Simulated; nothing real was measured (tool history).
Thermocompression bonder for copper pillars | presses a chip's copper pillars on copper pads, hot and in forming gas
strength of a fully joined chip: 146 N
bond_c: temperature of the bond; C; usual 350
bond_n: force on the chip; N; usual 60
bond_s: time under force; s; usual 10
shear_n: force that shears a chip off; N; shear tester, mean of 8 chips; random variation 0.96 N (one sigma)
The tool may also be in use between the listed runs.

run 1 hour=0.0 | bond_c=350 bond_n=60 bond_s=10 | shear_n=83.0
run 2 hour=37.8 | bond_c=350 bond_n=60 bond_s=10 | shear_n=83.2
run 3 hour=59.1 | bond_c=350 bond_n=60 bond_s=10 | shear_n=80.7
run 4 hour=89.1 | bond_c=350 bond_n=60 bond_s=10 | shear_n=82.1
run 5 hour=126.7 | bond_c=350 bond_n=60 bond_s=10 | shear_n=81.8
run 6 hour=150.0 | bond_c=350 bond_n=60 bond_s=10 | shear_n=82.5
-- hour=177.6 forming gas filter changed
run 7 hour=180.5 | bond_c=350 bond_n=60 bond_s=10 | shear_n=82.0
run 8 hour=208.9 | bond_c=350 bond_n=60 bond_s=10 | shear_n=82.0
run 9 hour=244.5 | bond_c=371 bond_n=47 bond_s=17 | shear_n=88.5
run 10 hour=275.9 | bond_c=371 bond_n=41 bond_s=29 | shear_n=93.1
run 11 hour=300.9 | bond_c=371 bond_n=41 bond_s=29 | shear_n=92.9
run 12 hour=324.5 | bond_c=375 bond_n=60 bond_s=14 | shear_n=103.1
run 13 hour=362.7 | bond_c=350 bond_n=60 bond_s=14 | shear_n=90.9
run 14 hour=401.1 | bond_c=325 bond_n=60 bond_s=8 | shear_n=63.4

Forecast run 15:
run 15 hour=420.4 | bond_c=331 bond_n=48 bond_s=25 | shear_n=?

{"run 15": {"shear_n": 78.8}}
Without the tool's hidden state the same run would have given shear_n 79.0 N.

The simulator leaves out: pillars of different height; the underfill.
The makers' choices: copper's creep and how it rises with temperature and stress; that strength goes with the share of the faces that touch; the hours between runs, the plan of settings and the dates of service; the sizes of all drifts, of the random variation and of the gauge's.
